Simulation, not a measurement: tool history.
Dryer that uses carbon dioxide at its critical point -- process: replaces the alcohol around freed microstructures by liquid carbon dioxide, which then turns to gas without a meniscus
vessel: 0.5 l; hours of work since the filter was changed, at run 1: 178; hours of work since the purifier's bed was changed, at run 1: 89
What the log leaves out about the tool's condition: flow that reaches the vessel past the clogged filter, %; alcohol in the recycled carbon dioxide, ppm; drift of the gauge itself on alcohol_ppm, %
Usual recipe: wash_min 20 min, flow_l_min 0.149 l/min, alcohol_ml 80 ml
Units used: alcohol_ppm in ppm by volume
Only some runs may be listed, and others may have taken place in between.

run,hour,wash_min,flow_l_min,alcohol_ml,hours of work since the filter was changed,hours of work since the purifier's bed was changed,alcohol_ppm
1,0,20,0.149,80,178,89,1911
2,32,20,0.149,80,188,99,1941
3,81.1,20,0.149,80,204,115,2055
4,124,20,0.149,80,219,130,2044
5,184.3,20,0.149,53,238,149,1428
6,231.1,20,0.149,53,254,165,1487
7,282.3,20,0.149,53,271,182,1537
8,345.5,20,0.132,53,292,203,2579
9,403.2,20,0.132,53,311,222,2653
10,456.8,20,0.132,53,329,240,2799
11,503.6,20,0.132,53,344,255,2832
12,547.5,20,0.132,53,359,270,2925
13,575.1,20,0.132,53,368,279,2999
14,607.4,20,0.132,53,378,289,3071
15,657.3,20,0.149,63,395,306,2343
16,686.8,20,0.149,63,405,316,2306
# hour 718.2: inlet filter changed
17,751.5,20,0.149,63,11,337,1175
18,797.8,31,0.149,80,26,352,139
19,856.1,22,0.149,74,46,371,932
20,893.9,25,0.211,23,58,384,41
21,939.5,15,0.149,80,73,399,5176
22,1000.6,15,0.149,82,93,419,5487
23,1043.4,15,0.149,82,107,433,5468
24,1088.4,15,0.187,114,122,448,3113
25,1149.5,15,0.149,53,143,468,3755
26,1189.7,15,0.116,53,156,482,8240
27,1238.4,29,0.218,53,172,498,54
28,1270.6,29,0.218,53,183,508,54
# hour 1312.4: purifier's bed changed
29,1324.5,13,0.149,80,199,4,9570
30,1370.8,13,0.149,80,215,19,9765
31,1434,19,0.099,52,236,40,7363
32,1465.7,20,0.102,23,246,51,2705
33,1494.1,29,0.11,20,256,60,473
34,1523.8,29,0.11,20,265,70,487
35,1557.3,29,0.11,20,276,81,503
36,1615.5,29,0.11,20,296,100,499

Forecast each of these 3 alternatives for the next run:
A,1673.3,13,0.183,29,315,119,?
B,1673.3,23,0.105,21,315,119,?
C,1673.3,20,0.094,84,315,119,?

run,alcohol_ppm
A,2055
B,1586
C,12873
The same runs, with their run-to-run variation unchanged, on a tool lacking any hidden condition would have given:
run,alcohol_ppm
A,1232
B,956
C,8719

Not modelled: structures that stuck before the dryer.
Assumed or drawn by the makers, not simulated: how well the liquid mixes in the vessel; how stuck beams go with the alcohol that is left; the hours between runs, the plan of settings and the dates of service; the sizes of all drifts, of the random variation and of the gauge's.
